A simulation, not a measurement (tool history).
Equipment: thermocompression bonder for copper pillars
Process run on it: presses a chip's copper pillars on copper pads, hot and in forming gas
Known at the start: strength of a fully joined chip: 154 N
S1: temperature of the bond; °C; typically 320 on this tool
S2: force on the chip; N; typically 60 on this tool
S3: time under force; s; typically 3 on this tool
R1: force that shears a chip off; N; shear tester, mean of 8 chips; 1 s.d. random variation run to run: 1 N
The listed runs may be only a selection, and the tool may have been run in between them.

Run 1, hour 0.0: usual settings. Result: R1 85.3 N.
Run 2, hour 14.6: usual settings but S3 9 s. Result: R1 112.3 N.
Run 3, hour 26.5: usual settings but S3 9 s. Result: R1 114.0 N.
Run 4, hour 37.0: usual settings but S1 334 °C. Result: R1 94.7 N.
Run 5, hour 51.3: usual settings but S1 334 °C. Result: R1 98.6 N.
Run 6, hour 65.8: usual settings but S1 334 °C. Result: R1 96.1 N.
Run 7, hour 80.4: usual settings but S1 333 °C, S2 57 N. Result: R1 93.5 N.

Estimate the outcome of run 8 from the log above:
Run 8, hour 93.6: usual settings but S1 333 °C, S2 57 N. Result: R1 ?.

Run 8 gave R1 91.3 N.
If the tool had no hidden condition, the same run with the same run-to-run variation would have returned R1 95.4 N.
